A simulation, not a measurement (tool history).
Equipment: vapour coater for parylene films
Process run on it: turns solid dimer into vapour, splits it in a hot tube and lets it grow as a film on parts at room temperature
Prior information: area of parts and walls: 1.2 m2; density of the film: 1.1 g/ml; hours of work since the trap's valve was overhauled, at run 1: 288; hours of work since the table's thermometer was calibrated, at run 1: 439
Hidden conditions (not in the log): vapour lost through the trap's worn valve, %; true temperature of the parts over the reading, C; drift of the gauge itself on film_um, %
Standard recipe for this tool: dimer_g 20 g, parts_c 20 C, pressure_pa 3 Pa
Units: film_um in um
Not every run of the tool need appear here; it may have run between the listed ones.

| run | hour | dimer_g | parts_c | pressure_pa | hours of work since the trap's valve was overhauled | hours of work since the table's thermometer was calibrated | film_um |
|---|---|---|---|---|---|---|---|
| 1 | 0 | 20 | 20 | 3 | 288 | 439 | 9.73 |
| 2 | 21.8 | 20 | 20 | 3 | 302 | 453 | 9.31 |
| 3 | 36.2 | 20 | 20 | 3 | 311 | 462 | 9.61 |
| 4 | 63.4 | 20 | 20 | 3 | 329 | 480 | 9.57 |
| 5 | 95 | 20 | 20 | 2.6 | 349 | 500 | 9.71 |
| 6 | 110.9 | 20 | 20 | 2.6 | 360 | 511 | 9.86 |
| 7 | 125.3 | 12 | 20 | 2.6 | 369 | 520 | 5.89 |
| 8 | 151.8 | 20 | 26 | 3 | 386 | 537 | 8.14 |
| 9 | 180.3 | 20 | 31 | 3 | 405 | 555 | 7.17 |
| 10 | 199.4 | 20 | 31 | 3 | 417 | 568 | 7.16 |
| 11 | 217.3 | 29 | 22 | 8.79 | 428 | 579 | 11.18 |
| 12 | 237.8 | 32 | 14 | 11.06 | 442 | 593 | 14.44 |
| 13 | 266.6 | 11 | 20 | 6.2 | 460 | 611 | 4.8 |
| 14 | 287.3 | 16 | 20 | 5.52 | 474 | 625 | 6.93 |
| 15 | 311.3 | 16 | 20 | 5.52 | 489 | 640 | 7 |
| 16 | 327.6 | 21 | 20 | 3 | 500 | 651 | 10.04 |
|  | 338.4 | trap's valve overhauled |
| 17 | 363.1 | 13 | 12 | 3 | 16 | 671 | 7.68 |
| 18 | 390.4 | 13 | 12 | 3 | 34 | 689 | 7.61 |
| 19 | 404.6 | 24 | 20 | 7.66 | 43 | 698 | 9.94 |
| 20 | 424.6 | 20 | 25 | 10.36 | 56 | 711 | 6.97 |

How would selected steps in film_um from run to run divide? Give the signed amount a tool lacking its hidden state would still show from settings, what came in and random variation, and the signed amount left for the hidden state, including any gauge scatter that is not in both of the compared results.
Run 10 -> 11: dimer_g 20 -> 29, parts_c 31 -> 22, pressure_pa 3 -> 8.79. film_um +4.02 um: hidden state -0.03, all else +4.05.
Run 12 -> 13: dimer_g 32 -> 11, parts_c 14 -> 20, pressure_pa 11.06 -> 6.2. film_um -9.64 um: hidden state +0.06, all else -9.7.
Run 16 -> 17: dimer_g 21 -> 13, parts_c 20 -> 12, trap's valve overhauled. film_um -2.36 um: hidden state +0.05, all else -2.41.
